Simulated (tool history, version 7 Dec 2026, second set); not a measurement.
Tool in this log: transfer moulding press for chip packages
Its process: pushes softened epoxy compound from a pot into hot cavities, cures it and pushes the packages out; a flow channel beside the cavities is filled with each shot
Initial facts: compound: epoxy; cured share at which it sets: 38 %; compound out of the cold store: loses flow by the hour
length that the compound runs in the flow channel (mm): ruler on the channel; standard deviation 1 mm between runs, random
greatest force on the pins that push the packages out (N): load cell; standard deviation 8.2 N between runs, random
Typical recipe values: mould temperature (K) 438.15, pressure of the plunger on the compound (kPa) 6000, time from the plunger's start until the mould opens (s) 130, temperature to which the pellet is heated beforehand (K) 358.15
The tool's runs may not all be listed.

run   hour  mould temperature (K)  pressure of the plunger on the compound (kPa)  time from the plunger's start until the mould opens (s)  temperature to which the pellet is heated beforehand (K)  incoming compound's hours out of the cold store  length that the compound runs in the flow channel (mm)  greatest force on the pins that push the packages out (N)
  1    0.0                 438.15                                           6000                                                      130                                                    358.15                                             44.2                                                     446                                                        518
  2    7.8                 434.15                                           6000                                                      130                                                    358.15                                             33.1                                                     475                                                        574
  3   21.0                 438.15                                           6000                                                      130                                                    356.15                                             18.3                                                     505                                                        529
  4   28.7                 438.15                                           6000                                                      130                                                    358.15                                             30.0                                                     477                                                        567
  5   42.2                 438.15                                           5370                                                      130                                                    358.15                                             25.7                                                     462                                                        584
      46.5  -- cavities cleaned with cleaning compound and waxed
  6   57.5                 438.15                                           5370                                                      130                                                    358.15                                             12.7                                                     491                                                        671
  7   70.3                 438.15                                           5370                                                      130                                                    358.15                                             31.2                                                     445                                                        661
  8   88.6                 438.15                                           5370                                                      130                                                    358.15                                             46.3                                                     415                                                        652
  9   99.0                 439.15                                           6000                                                      130                                                    358.15                                             11.9                                                     514                                                        693
 10  114.5                 439.15                                           6000                                                      130                                                    358.15                                             19.8                                                     496                                                        670
     129.5  -- cavities cleaned with cleaning compound and waxed, once more
 11  132.3                 439.15                                           6000                                                      130                                                    358.15                                             20.5                                                     492                                                        360
 12  142.0                 438.15                                           6000                                                      142                                                    354.15                                             26.6                                                     480                                                        401
 13  152.0                 438.15                                           5650                                                      130                                                    368.15                                             14.3                                                     494                                                        439
 14  166.0                 438.15                                           5800                                                      155                                                    352.15                                             24.4                                                     476                                                        457
 15  181.6                 443.15                                           6570                                                      130                                                    356.15                                             22.5                                                     506                                                        475
 16  197.9                 443.15                                           6570                                                      130                                                    356.15                                             17.4                                                     516                                                        533
     210.0  -- plunger's sealing rings changed
 17  216.0                 443.15                                           6570                                                      130                                                    356.15                                             35.5                                                     489                                                        522
     226.0  -- cavities cleaned with cleaning compound and waxed
 18  234.8                 445.15                                           5980                                                      130                                                    358.15                                             26.1                                                     485                                                        376
 19  253.4                 445.15                                           5980                                                      130                                                    358.15                                             13.2                                                     515                                                        422

Consider 3 possible next runs. They are alternatives, not a sequence: every one starts from the tool as it was left by run 19. What does each give?
  A  267.3                 435.15                                           6000                                                      130                                                    358.15                                             40.5                                                       ?                                                          ?
  B  267.3                 439.15                                           6460                                                      130                                                    358.15                                             12.5                                                       ?                                                          ?
  C  267.3                 438.15                                           5950                                                      117                                                    358.15                                             31.0                                                       ?                                                          ?

run  length that the compound runs in the flow channel (mm)  greatest force on the pins that push the packages out (N)
  A                                                     462                                                        504
  B                                                     546                                                        484
  C                                                     478                                                        513
What these runs would have given with no unlogged condition in the tool:
run  length that the compound runs in the flow channel (mm)  greatest force on the pins that push the packages out (N)
  A                                                     464                                                        369
  B                                                     549                                                        355
  C                                                     481                                                        378
